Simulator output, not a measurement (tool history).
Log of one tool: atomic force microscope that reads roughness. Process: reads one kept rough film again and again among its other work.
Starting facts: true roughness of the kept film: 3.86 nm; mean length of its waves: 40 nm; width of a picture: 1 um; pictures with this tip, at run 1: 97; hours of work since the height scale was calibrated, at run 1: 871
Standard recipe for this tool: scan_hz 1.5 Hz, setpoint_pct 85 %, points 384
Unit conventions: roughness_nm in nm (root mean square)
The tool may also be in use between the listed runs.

| run | hour | scan_hz | setpoint_pct | points | pictures with this tip | hours of work since the height scale was calibrated | roughness_nm |
|---|---|---|---|---|---|---|---|
| 1 | 0 | 1.5 | 85 | 384 | 97 | 871 | 2.589 |
|  | 8.6 | new tip fitted |
| 2 | 36.2 | 1.5 | 85 | 384 | 29 | 896 | 2.877 |
| 3 | 67.6 | 1.5 | 85 | 452 | 61 | 917 | 2.756 |
|  | 111.9 | new tip fitted |
| 4 | 113.7 | 1.5 | 85 | 384 | 1 | 948 | 2.972 |
| 5 | 148.5 | 1.5 | 78 | 384 | 37 | 971 | 2.968 |
| 6 | 195.1 | 1.5 | 85 | 384 | 86 | 1003 | 2.664 |
|  | 214.5 | new tip fitted |
| 7 | 251.1 | 2.12 | 85 | 384 | 38 | 1041 | 2.661 |
| 8 | 303.4 | 2.12 | 85 | 384 | 92 | 1076 | 2.486 |
|  | 318.6 | new tip fitted |
| 9 | 359.9 | 2.12 | 85 | 384 | 43 | 1114 | 2.638 |
| 10 | 402.9 | 2.12 | 85 | 384 | 87 | 1143 | 2.528 |
|  | 422.5 | new tip fitted |
| 11 | 443.3 | 2.12 | 85 | 384 | 22 | 1170 | 2.725 |
| 12 | 494 | 0.53 | 85 | 384 | 74 | 1204 | 3.032 |
|  | 497.6 | height scale calibrated on a step standard |
|  | 526.4 | new tip fitted |
| 13 | 547.2 | 0.53 | 85 | 384 | 22 | 33 | 3.265 |
| 14 | 583.6 | 0.5 | 71 | 384 | 59 | 58 | 3.243 |
|  | 628.9 | new tip fitted |
| 15 | 628.9 | 0.5 | 71 | 384 | 0 | 88 | 3.492 |
|  | 671.4 | height scale calibrated on a step standard, once more |
| 16 | 680.4 | 0.5 | 71 | 573 | 52 | 6 | 3.185 |
| 17 | 723.8 | 0.56 | 59 | 384 | 97 | 35 | 3.057 |
|  | 732.9 | new tip fitted |
| 18 | 758.2 | 1.5 | 85 | 556 | 26 | 58 | 2.879 |
| 19 | 801.8 | 1.5 | 85 | 556 | 71 | 88 | 2.695 |
|  | 838.8 | new tip fitted |
| 20 | 851.5 | 1.77 | 85 | 1018 | 13 | 121 | 2.827 |
| 21 | 877.3 | 1.77 | 85 | 1018 | 39 | 139 | 2.764 |
| 22 | 915.7 | 0.56 | 78 | 262 | 79 | 165 | 3.023 |
|  | 941 | new tip fitted |
| 23 | 968.8 | 0.66 | 83 | 581 | 29 | 200 | 3.148 |
| 24 | 1018.7 | 0.96 | 85 | 918 | 80 | 234 | 2.844 |

Predict each of these 5 candidate next runs independently; none follows another, all start after run 24:
|  | 1042.9 | new tip fitted |
| A | 1071.6 | 1.45 | 64 | 542 | 29 | 270 | ? |
|  | 1042.9 | new tip fitted |
| B | 1071.6 | 1.26 | 66 | 384 | 29 | 270 | ? |
|  | 1042.9 | new tip fitted |
| C | 1071.6 | 3.68 | 64 | 326 | 29 | 270 | ? |
|  | 1042.9 | new tip fitted |
| D | 1071.6 | 1.2 | 63 | 660 | 29 | 270 | ? |
|  | 1042.9 | new tip fitted |
| E | 1071.6 | 1.5 | 85 | 605 | 29 | 270 | ? |

| run | roughness_nm |
|---|---|
| A | 3.206 |
| B | 3.22 |
| C | 2.95 |
| D | 3.253 |
| E | 2.857 |
Without the tool's hidden state the same runs would have given:
| run | roughness_nm |
|---|---|
| A | 3.335 |
| B | 3.35 |
| C | 3.069 |
| D | 3.384 |
| E | 2.972 |
